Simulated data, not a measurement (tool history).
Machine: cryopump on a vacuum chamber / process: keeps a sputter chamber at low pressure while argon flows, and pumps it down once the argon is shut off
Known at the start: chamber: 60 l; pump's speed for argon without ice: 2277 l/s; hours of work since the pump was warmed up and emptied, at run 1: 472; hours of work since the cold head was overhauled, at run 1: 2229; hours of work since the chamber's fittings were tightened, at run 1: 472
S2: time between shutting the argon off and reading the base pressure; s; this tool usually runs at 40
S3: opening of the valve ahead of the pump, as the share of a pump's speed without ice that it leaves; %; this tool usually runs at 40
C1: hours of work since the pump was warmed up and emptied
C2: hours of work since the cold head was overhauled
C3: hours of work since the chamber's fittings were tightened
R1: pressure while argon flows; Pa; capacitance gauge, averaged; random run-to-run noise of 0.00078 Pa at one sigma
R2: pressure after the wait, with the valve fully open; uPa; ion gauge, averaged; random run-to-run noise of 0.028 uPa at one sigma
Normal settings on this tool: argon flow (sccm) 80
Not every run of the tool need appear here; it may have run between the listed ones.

{"run": 1, "hour": 0.0, "argon flow (sccm)": 80, "S2": 40, "S3": 40, "C1": 472, "C2": 2229, "C3": 472, "R1": 0.1559, "R2": 1.52}
{"run": 2, "hour": 99.6, "argon flow (sccm)": 80, "S2": 40, "S3": 40, "C1": 531, "C2": 2288, "C3": 531, "R1": 0.1564, "R2": 1.54}
{"run": 3, "hour": 214.6, "argon flow (sccm)": 80, "S2": 40, "S3": 40, "C1": 599, "C2": 2356, "C3": 599, "R1": 0.1586, "R2": 1.64}
{"run": 4, "hour": 332.3, "argon flow (sccm)": 80, "S2": 40, "S3": 40, "C1": 669, "C2": 2426, "C3": 669, "R1": 0.1591, "R2": 1.57}
{"run": 5, "hour": 427.5, "argon flow (sccm)": 49, "S2": 40, "S3": 40, "C1": 725, "C2": 2482, "C3": 725, "R1": 0.0982, "R2": 1.6}
{"run": 6, "hour": 492.7, "argon flow (sccm)": 49, "S2": 40, "S3": 40, "C1": 764, "C2": 2521, "C3": 764, "R1": 0.0981, "R2": 1.59}
{"run": 7, "hour": 601.8, "argon flow (sccm)": 80, "S2": 40, "S3": 47, "C1": 828, "C2": 2585, "C3": 828, "R1": 0.1386, "R2": 1.62}
{"hour": 627.0, "done": "pump warmed up, emptied and cooled again"}
{"run": 8, "hour": 667.7, "argon flow (sccm)": 80, "S2": 40, "S3": 47, "C1": 24, "C2": 2622, "C3": 864, "R1": 0.1291, "R2": 1.64}
{"run": 9, "hour": 732.3, "argon flow (sccm)": 80, "S2": 40, "S3": 47, "C1": 62, "C2": 2660, "C3": 903, "R1": 0.1273, "R2": 1.58}
{"run": 10, "hour": 859.7, "argon flow (sccm)": 80, "S2": 40, "S3": 47, "C1": 138, "C2": 2735, "C3": 978, "R1": 0.1294, "R2": 1.62}
{"run": 11, "hour": 951.7, "argon flow (sccm)": 80, "S2": 40, "S3": 40, "C1": 192, "C2": 2790, "C3": 1033, "R1": 0.1528, "R2": 1.66}
{"run": 12, "hour": 1060.0, "argon flow (sccm)": 80, "S2": 40, "S3": 51, "C1": 256, "C2": 2854, "C3": 1097, "R1": 0.1216, "R2": 1.72}
{"run": 13, "hour": 1148.0, "argon flow (sccm)": 80, "S2": 40, "S3": 16, "C1": 309, "C2": 2906, "C3": 1149, "R1": 0.3734, "R2": 1.7}
{"run": 14, "hour": 1240.3, "argon flow (sccm)": 80, "S2": 73, "S3": 40, "C1": 363, "C2": 2961, "C3": 1204, "R1": 0.1549, "R2": 1.2}
{"run": 15, "hour": 1372.5, "argon flow (sccm)": 80, "S2": 40, "S3": 40, "C1": 442, "C2": 3039, "C3": 1282, "R1": 0.1553, "R2": 1.75}
{"run": 16, "hour": 1478.6, "argon flow (sccm)": 80, "S2": 67, "S3": 40, "C1": 504, "C2": 3102, "C3": 1345, "R1": 0.1568, "R2": 1.28}
{"run": 17, "hour": 1568.2, "argon flow (sccm)": 80, "S2": 67, "S3": 40, "C1": 558, "C2": 3155, "C3": 1398, "R1": 0.1584, "R2": 1.3}
{"run": 18, "hour": 1647.4, "argon flow (sccm)": 80, "S2": 113, "S3": 20, "C1": 605, "C2": 3202, "C3": 1445, "R1": 0.3066, "R2": 1.03}
{"run": 19, "hour": 1752.8, "argon flow (sccm)": 33, "S2": 27, "S3": 22, "C1": 667, "C2": 3264, "C3": 1507, "R1": 0.1168, "R2": 2.51}
{"run": 20, "hour": 1858.7, "argon flow (sccm)": 43, "S2": 120, "S3": 23, "C1": 730, "C2": 3327, "C3": 1570, "R1": 0.1457, "R2": 1.06}
{"run": 21, "hour": 1953.3, "argon flow (sccm)": 43, "S2": 120, "S3": 23, "C1": 786, "C2": 3383, "C3": 1626, "R1": 0.1471, "R2": 1.12}
{"hour": 2053.5, "done": "pump warmed up, emptied and cooled again"}
{"run": 22, "hour": 2054.2, "argon flow (sccm)": 45, "S2": 73, "S3": 23, "C1": 0, "C2": 3440, "C3": 1683, "R1": 0.1477, "R2": 1.3}
{"run": 23, "hour": 2154.8, "argon flow (sccm)": 45, "S2": 73, "S3": 23, "C1": 60, "C2": 3500, "C3": 1743, "R1": 0.1483, "R2": 1.29}
{"run": 24, "hour": 2235.2, "argon flow (sccm)": 48, "S2": 36, "S3": 45, "C1": 108, "C2": 3547, "C3": 1790, "R1": 0.0807, "R2": 1.99}
{"run": 25, "hour": 2328.7, "argon flow (sccm)": 80, "S2": 40, "S3": 28, "C1": 163, "C2": 3603, "C3": 1846, "R1": 0.2156, "R2": 1.92}
{"run": 26, "hour": 2425.9, "argon flow (sccm)": 80, "S2": 69, "S3": 28, "C1": 221, "C2": 3660, "C3": 1903, "R1": 0.2171, "R2": 1.4}
{"run": 27, "hour": 2515.2, "argon flow (sccm)": 118, "S2": 51, "S3": 56, "C1": 274, "C2": 3713, "C3": 1956, "R1": 0.1643, "R2": 1.71}
{"run": 28, "hour": 2590.5, "argon flow (sccm)": 41, "S2": 20, "S3": 32, "C1": 318, "C2": 3758, "C3": 2001, "R1": 0.0983, "R2": 3.19}
{"run": 29, "hour": 2674.4, "argon flow (sccm)": 80, "S2": 40, "S3": 52, "C1": 368, "C2": 3807, "C3": 2050, "R1": 0.1202, "R2": 1.97}
{"run": 30, "hour": 2763.6, "argon flow (sccm)": 61, "S2": 51, "S3": 52, "C1": 421, "C2": 3860, "C3": 2103, "R1": 0.0931, "R2": 1.75}
{"hour": 2825.0, "done": "leaking fittings of the chamber tightened, without venting"}
{"run": 31, "hour": 2878.6, "argon flow (sccm)": 43, "S2": 70, "S3": 40, "C1": 488, "C2": 3927, "C3": 32, "R1": 0.0853, "R2": 0.84}
{"run": 32, "hour": 2999.7, "argon flow (sccm)": 35, "S2": 241, "S3": 26, "C1": 559, "C2": 3999, "C3": 103, "R1": 0.105, "R2": 0.38}
{"run": 33, "hour": 3058.9, "argon flow (sccm)": 35, "S2": 241, "S3": 26, "C1": 594, "C2": 4034, "C3": 139, "R1": 0.1049, "R2": 0.41}

Below, some changes in R1 between adjacent runs. For each, the amount present without the hidden state too (settings, incoming material, random variation) and the amount remaining for the hidden state with gauge scatter not shared by both compared results:
Hidden conditions of the tool in this case: pump's speed, % of a pump's without ice; cold plate's temperature, K; leak into the chamber, uPa l/s; drift of the gauge itself on working_pa, %; drift of the gauge itself on base_upa, %.
Run 6 -> 7: argon flow (sccm) 49 -> 80, S3 40 -> 47. R1 +0.0405 Pa: hidden state +0.0058, all else +0.0347.
Run 7 -> 8: pump warmed up, emptied and cooled again. R1 -0.0095 Pa: hidden state -0.0113, all else +0.0018.
Run 12 -> 13: S3 51 -> 16. R1 +0.2518 Pa: hidden state +0.0007, all else +0.2511.
Run 13 -> 14: S2 40 -> 73, S3 16 -> 40. R1 -0.2185 Pa: hidden state +0.0008, all else -0.2193.
Run 18 -> 19: argon flow (sccm) 80 -> 33, S2 113 -> 27, S3 20 -> 22. R1 -0.1898 Pa: hidden state -0.0056, all else -0.1842.
Run 21 -> 22: argon flow (sccm) 43 -> 45, S2 120 -> 73, pump warmed up, emptied and cooled again. R1 +0.0006 Pa: hidden state -0.0062, all else +0.0068.
